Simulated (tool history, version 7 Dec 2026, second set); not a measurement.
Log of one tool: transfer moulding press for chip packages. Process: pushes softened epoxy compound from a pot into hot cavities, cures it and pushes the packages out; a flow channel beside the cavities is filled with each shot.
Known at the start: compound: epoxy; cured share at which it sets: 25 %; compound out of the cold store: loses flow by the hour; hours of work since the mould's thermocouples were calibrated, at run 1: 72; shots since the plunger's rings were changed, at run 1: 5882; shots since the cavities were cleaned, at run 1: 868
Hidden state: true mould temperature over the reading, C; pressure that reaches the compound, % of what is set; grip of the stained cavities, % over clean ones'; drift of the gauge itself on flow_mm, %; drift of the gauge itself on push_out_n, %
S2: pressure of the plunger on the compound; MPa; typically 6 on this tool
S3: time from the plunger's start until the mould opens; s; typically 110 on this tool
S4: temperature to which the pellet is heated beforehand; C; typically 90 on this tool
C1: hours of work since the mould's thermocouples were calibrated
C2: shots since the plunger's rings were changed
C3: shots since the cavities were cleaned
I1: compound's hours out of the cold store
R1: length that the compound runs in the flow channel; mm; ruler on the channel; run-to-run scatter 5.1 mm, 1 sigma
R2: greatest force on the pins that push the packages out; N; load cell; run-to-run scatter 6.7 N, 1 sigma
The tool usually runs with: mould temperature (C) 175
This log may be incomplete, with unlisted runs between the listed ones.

run 1 day=0 | mould_temperature_(C)=175 S2=6 S3=110 S4=90 | C1=72 C2=5882 C3=868 | I1=45.7 | R1=468 R2=442
-- day=0.362 cavities cleaned with cleaning compound and waxed
run 2 day=0.5 | mould_temperature_(C)=175 S2=6 S3=110 S4=90 | C1=77 C2=5975 C3=29 | I1=17.1 | R1=522 R2=279
run 3 day=1.412 | mould_temperature_(C)=175 S2=6.92 S3=110 S4=90 | C1=88 C2=6170 C3=224 | I1=19.2 | R1=545 R2=346
run 4 day=2.338 | mould_temperature_(C)=175 S2=6.92 S3=110 S4=90 | C1=99 C2=6367 C3=421 | I1=47.5 | R1=493 R2=382
-- day=3.279 plunger's sealing rings changed
run 5 day=3.279 | mould_temperature_(C)=175 S2=7.22 S3=110 S4=90 | C1=109 C2=0 C3=599 | I1=43.8 | R1=567 R2=410
run 6 day=4.279 | mould_temperature_(C)=175 S2=7.22 S3=110 S4=90 | C1=121 C2=212 C3=811 | I1=45.7 | R1=559 R2=425
-- day=4.867 cavities cleaned with cleaning compound and waxed
run 7 day=5.383 | mould_temperature_(C)=175 S2=7.22 S3=110 S4=90 | C1=133 C2=433 C3=109 | I1=13 | R1=642 R2=319
run 8 day=6.362 | mould_temperature_(C)=175 S2=7.22 S3=110 S4=90 | C1=145 C2=641 C3=317 | I1=28.3 | R1=595 R2=367
run 9 day=7.35 | mould_temperature_(C)=175 S2=7.22 S3=110 S4=90 | C1=157 C2=852 C3=528 | I1=41.4 | R1=566 R2=398
run 10 day=8.012 | mould_temperature_(C)=175 S2=7.22 S3=110 S4=90 | C1=165 C2=993 C3=669 | I1=40 | R1=568 R2=410
run 11 day=8.829 | mould_temperature_(C)=175 S2=6 S3=100 S4=90 | C1=174 C2=1166 C3=842 | I1=15.1 | R1=564 R2=503
-- day=9.271 cavities cleaned with cleaning compound and waxed
run 12 day=9.504 | mould_temperature_(C)=175 S2=6 S3=100 S4=90 | C1=182 C2=1297 C3=50 | I1=19.6 | R1=546 R2=327
run 13 day=10.542 | mould_temperature_(C)=175 S2=6 S3=110 S4=84 | C1=194 C2=1518 C3=271 | I1=36 | R1=518 R2=348
run 14 day=11.525 | mould_temperature_(C)=170 S2=6 S3=92 S4=90 | C1=206 C2=1726 C3=479 | I1=18.3 | R1=564 R2=768
run 15 day=12.458 | mould_temperature_(C)=170 S2=6 S3=124 S4=90 | C1=217 C2=1925 C3=678 | I1=21.4 | R1=550 R2=471
run 16 day=13.338 | mould_temperature_(C)=175 S2=6 S3=118 S4=87 | C1=227 C2=2112 C3=865 | I1=33.5 | R1=511 R2=423
-- day=13.658 cavities cleaned with cleaning compound and waxed
run 17 day=14.379 | mould_temperature_(C)=175 S2=6 S3=118 S4=87 | C1=239 C2=2320 C3=153 | I1=12.4 | R1=576 R2=309
run 18 day=15.246 | mould_temperature_(C)=175 S2=6 S3=94 S4=90 | C1=249 C2=2504 C3=337 | I1=47.8 | R1=484 R2=456
run 19 day=16.242 | mould_temperature_(C)=175 S2=6.05 S3=94 S4=93 | C1=261 C2=2716 C3=549 | I1=23.4 | R1=522 R2=536

Measured less the same run without the tool's hidden state. The same run-to-run variation is in both; the gauge's scatter may not be:
run=1 R1=-54 R2=+176
run=2 R1=-61 R2=+7
run=3 R1=-66 R2=+66
run=4 R1=-62 R2=+110
run=5 R1=-1 R2=+140
run=6 R1=-3 R2=+163
run=7 R1=-6 R2=+32
run=8 R1=-8 R2=+90
run=9 R1=-10 R2=+127
run=10 R1=-11 R2=+145
run=11 R1=-13 R2=+192
run=12 R1=-14 R2=+14
run=13 R1=-15 R2=+79
run=14 R1=-18 R2=+222
run=15 R1=-20 R2=+165
run=16 R1=-20 R2=+166
run=17 R1=-25 R2=+47
run=18 R1=-23 R2=+111
run=19 R1=-27 R2=+166
